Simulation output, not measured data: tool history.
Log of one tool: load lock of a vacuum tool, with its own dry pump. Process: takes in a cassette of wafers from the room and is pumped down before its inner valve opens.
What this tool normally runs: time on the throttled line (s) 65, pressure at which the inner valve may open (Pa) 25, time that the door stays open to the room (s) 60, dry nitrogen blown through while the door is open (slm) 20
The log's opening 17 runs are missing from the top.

run	hour	time on the throttled line (s)	pressure at which the inner valve may open (Pa)	time that the door stays open to the room (s)	dry nitrogen blown through while the door is open (slm)	hours that the pump has run since its overhaul	times that the door has closed on its seal	incoming humidity of the room's air, %	time from the closed door until the inner valve may open (s)	rise of the pressure with all valves shut (Pa/min)
18	3570.4	65	25	60	20	4134	20577	41.4	123.5	0.016
19	3805.4	65	25	60	20	4369	21416	46.1	124.5	0.016
20	3979.1	125	43	60	14	4543	22037	46.2	170.5	0.021
21	4244.6	125	43	60	14	4808	22984	46.5	168.9	0.02
22	4409.9	33	25	119	20	4974	23574	43	97	0.028
23	4663.8	38	49	135	20	5228	24481	45.9	95.8	0.028
24	4935.3	65	25	200	19	5499	25450	46.6	123.9	0.044
25	5094.7	65	21	130	5	5659	26019	49	125.1	0.048
26	5227.2	65	27	109	5	5791	26492	47.1	123.6	0.039

Run 27 comes next. What will it give?
27	5407.3	65	24	67	20	5971	27135	44.5	?	?

Run 27 gave time from the closed door until the inner valve may open (s) 124.4, rise of the pressure with all valves shut (Pa/min) 0.021.
Had the tool carried no hidden state, the very same run would have given time from the closed door until the inner valve may open (s) 124.4, rise of the pressure with all valves shut (Pa/min) 0.021.
